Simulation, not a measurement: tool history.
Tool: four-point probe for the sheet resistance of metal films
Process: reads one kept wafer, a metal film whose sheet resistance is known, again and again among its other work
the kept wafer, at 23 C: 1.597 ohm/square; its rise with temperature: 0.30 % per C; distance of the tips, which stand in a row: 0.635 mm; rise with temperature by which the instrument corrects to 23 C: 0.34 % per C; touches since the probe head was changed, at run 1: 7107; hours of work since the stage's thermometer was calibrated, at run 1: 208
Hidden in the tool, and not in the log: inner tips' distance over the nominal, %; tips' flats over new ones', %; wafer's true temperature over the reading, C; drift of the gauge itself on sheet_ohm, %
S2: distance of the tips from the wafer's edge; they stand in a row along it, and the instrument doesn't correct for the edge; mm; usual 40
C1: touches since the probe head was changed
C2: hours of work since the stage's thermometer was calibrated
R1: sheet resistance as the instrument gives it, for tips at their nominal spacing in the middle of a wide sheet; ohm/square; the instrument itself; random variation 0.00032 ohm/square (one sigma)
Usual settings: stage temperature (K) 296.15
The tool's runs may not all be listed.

Run 1, hour 0.0: usual settings; C1 7107; C2 208. Result: R1 1.594156 ohm/square.
Run 2, hour 7.3: usual settings but S2 56 mm; C1 7210; C2 211. Result: R1 1.593782 ohm/square.
Run 3, hour 15.3: usual settings but S2 56 mm; C1 7322; C2 214. Result: R1 1.594214 ohm/square.
Run 4, hour 24.9: usual settings but S2 56 mm; C1 7459; C2 218. Result: R1 1.594391 ohm/square.
Run 5, hour 35.6: usual settings but S2 56 mm; C1 7609; C2 222. Result: R1 1.593782 ohm/square.
Run 6, hour 49.1: usual settings but stage temperature (K) 298.15; C1 7800; C2 228. Result: R1 1.593030 ohm/square.
Run 7, hour 59.3: usual settings but S2 61 mm; C1 7944; C2 232. Result: R1 1.594847 ohm/square.
At hour 60.8: stage's thermometer calibrated.
Run 8, hour 67.2: usual settings but stage temperature (K) 303.15, S2 4 mm; C1 8049; C2 3. Result: R1 1.610838 ohm/square.
Run 9, hour 73.9: usual settings but S2 7 mm; C1 8144; C2 5. Result: R1 1.600727 ohm/square.
Run 10, hour 85.4: usual settings but stage temperature (K) 292.15, S2 7 mm; C1 8307; C2 10. Result: R1 1.603988 ohm/square.
Run 11, hour 99.8: usual settings but stage temperature (K) 292.15, S2 7 mm; C1 8509; C2 16. Result: R1 1.603781 ohm/square.
Run 12, hour 110.4: usual settings but stage temperature (K) 297.15, S2 47 mm; C1 8659; C2 20. Result: R1 1.593082 ohm/square.
Run 13, hour 120.8: usual settings but stage temperature (K) 298.15, S2 23 mm; C1 8806; C2 25. Result: R1 1.593035 ohm/square.

The same runs without the tool's hidden state, with the same run-to-run variation:
run        R1
  1  1.596999
  2  1.596631
  3  1.597071
  4  1.597259
  5  1.596660
  6  1.595918
  7  1.597751
  8  1.613974
  9  1.603867
 10  1.607156
 11  1.606963
 12  1.596243
 13  1.596204
